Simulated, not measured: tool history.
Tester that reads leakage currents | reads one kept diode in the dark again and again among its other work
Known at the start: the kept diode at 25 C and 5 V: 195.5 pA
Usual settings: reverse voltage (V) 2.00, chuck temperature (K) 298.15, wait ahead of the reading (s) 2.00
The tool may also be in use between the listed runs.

run	hour	reverse voltage (V)	chuck temperature (K)	wait ahead of the reading (s)	current that the tester gives (pA)
1	0.0	2.00	298.15	2.00	114.33
2	63.0	2.00	298.15	2.00	114.25
3	133.8	4.03	298.15	2.00	173.01
4	172.4	2.00	298.15	6.95	115.10
5	223.2	2.00	298.15	6.95	115.27
# hour 286.5: probe card cleaned and baked
6	299.6	1.09	298.15	2.00	80.28
7	346.1	1.09	298.15	2.00	80.46
8	407.1	1.09	298.15	2.00	80.69
9	464.9	1.09	298.15	7.17	80.11
10	496.5	3.87	293.15	4.10	103.90
11	559.2	5.51	332.15	1.59	3764.61
12	616.9	5.51	332.15	1.59	3760.16
13	648.4	15.82	304.15	5.32	673.31
14	713.2	15.82	304.15	5.32	672.53
15	746.7	15.82	304.15	5.32	670.08
16	798.0	13.79	298.15	3.29	355.25
17	843.2	13.79	298.15	0.84	355.58

Forecast each of these 5 alternatives for the next run:
A	913.6	2.25	298.15	5.74	?
B	913.6	6.18	301.15	1.64	?
C	913.6	17.76	312.15	1.63	?
D	913.6	15.09	298.15	0.84	?
E	913.6	1.06	306.15	0.48	?

run	current that the tester gives (pA)
A	123.29
B	294.61
C	1468.28
D	375.85
E	166.22
Without the tool's hidden state the same runs would have given:
run	current that the tester gives (pA)
A	123.23
B	294.45
C	1467.55
D	375.63
E	166.13
